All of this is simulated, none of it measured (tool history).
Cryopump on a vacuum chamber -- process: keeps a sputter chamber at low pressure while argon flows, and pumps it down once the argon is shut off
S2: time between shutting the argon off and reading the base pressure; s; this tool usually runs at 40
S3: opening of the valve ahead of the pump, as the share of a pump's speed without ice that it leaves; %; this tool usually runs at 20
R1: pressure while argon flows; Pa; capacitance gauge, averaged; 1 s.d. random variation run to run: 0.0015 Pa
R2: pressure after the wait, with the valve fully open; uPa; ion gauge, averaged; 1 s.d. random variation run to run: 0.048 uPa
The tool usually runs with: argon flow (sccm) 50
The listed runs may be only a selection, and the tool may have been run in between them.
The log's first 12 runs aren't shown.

Run 13, hour 443.2: usual settings. Result: R1 0.3651 Pa, R2 3.12 uPa.
Run 14, hour 497.4: usual settings. Result: R1 0.3678 Pa, R2 3.21 uPa.
Run 15, hour 539.6: usual settings. Result: R1 0.3706 Pa, R2 3.25 uPa.
Run 16, hour 593.7: usual settings. Result: R1 0.3706 Pa, R2 3.21 uPa.
Run 17, hour 642.2: usual settings. Result: R1 0.3682 Pa, R2 3.31 uPa.
Run 18, hour 689: usual settings but argon flow (sccm) 21, S2 45 s, S3 26 %. Result: R1 0.1209 Pa, R2 3 uPa.
Run 19, hour 721.4: usual settings but argon flow (sccm) 21, S2 45 s, S3 26 %. Result: R1 0.1211 Pa, R2 3.1 uPa.
Run 20, hour 758.3: usual settings but argon flow (sccm) 21, S2 45 s, S3 26 %. Result: R1 0.122 Pa, R2 3.06 uPa.
Run 21, hour 784.9: usual settings but argon flow (sccm) 41, S2 29 s. Result: R1 0.3047 Pa, R2 4.37 uPa.

For run 22, what comes out?
Run 22, hour 825.4: usual settings but S2 99 s, S3 38 %. Result: R1 ?, R2 ?.

Logged for run 22: R1 0.2061 Pa, R2 1.89 uPa.
If the tool had no hidden condition, the same run with the same run-to-run variation would have returned R1 0.1883 Pa, R2 1.28 uPa.
